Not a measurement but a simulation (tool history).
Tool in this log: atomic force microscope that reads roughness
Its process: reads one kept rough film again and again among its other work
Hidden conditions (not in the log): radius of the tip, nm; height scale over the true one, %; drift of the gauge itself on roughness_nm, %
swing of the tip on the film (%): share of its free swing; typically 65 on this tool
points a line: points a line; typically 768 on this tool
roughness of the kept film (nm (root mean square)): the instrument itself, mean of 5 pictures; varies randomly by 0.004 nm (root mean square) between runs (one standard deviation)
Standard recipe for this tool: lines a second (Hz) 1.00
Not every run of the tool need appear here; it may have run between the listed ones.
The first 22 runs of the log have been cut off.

run,hour,lines a second (Hz),swing of the tip on the film (%),points a line,pictures with this tip,hours of work since the height scale was calibrated,roughness of the kept film (nm (root mean square))
23,161.9,1.00,65,276,93,139,0.620
24,170.2,0.68,65,276,105,145,0.627
25,175.4,0.68,65,276,113,149,0.620
26,181.7,0.71,65,768,122,153,0.623
27,187.1,0.71,65,514,131,157,0.624
28,196.4,0.71,65,514,144,164,0.625
29,203.2,0.71,65,514,155,169,0.622
30,210.5,0.71,65,514,166,174,0.627
31,217.9,0.71,65,514,177,179,0.621
32,225.6,0.71,65,514,188,185,0.628
33,230.6,0.71,65,514,196,189,0.626
34,239.7,0.71,65,514,209,195,0.624
# hour 241.1: new tip fitted
35,245.1,1.00,64,855,6,199,0.622

For run 36, what comes out?
36,253.6,1.21,89,652,19,205,?

{"run 36": {"roughness of the kept film (nm (root mean square))": 0.557}}
On a tool with no hidden condition, and with the same random variation, this run would have come out at roughness of the kept film (nm (root mean square)) 0.557.
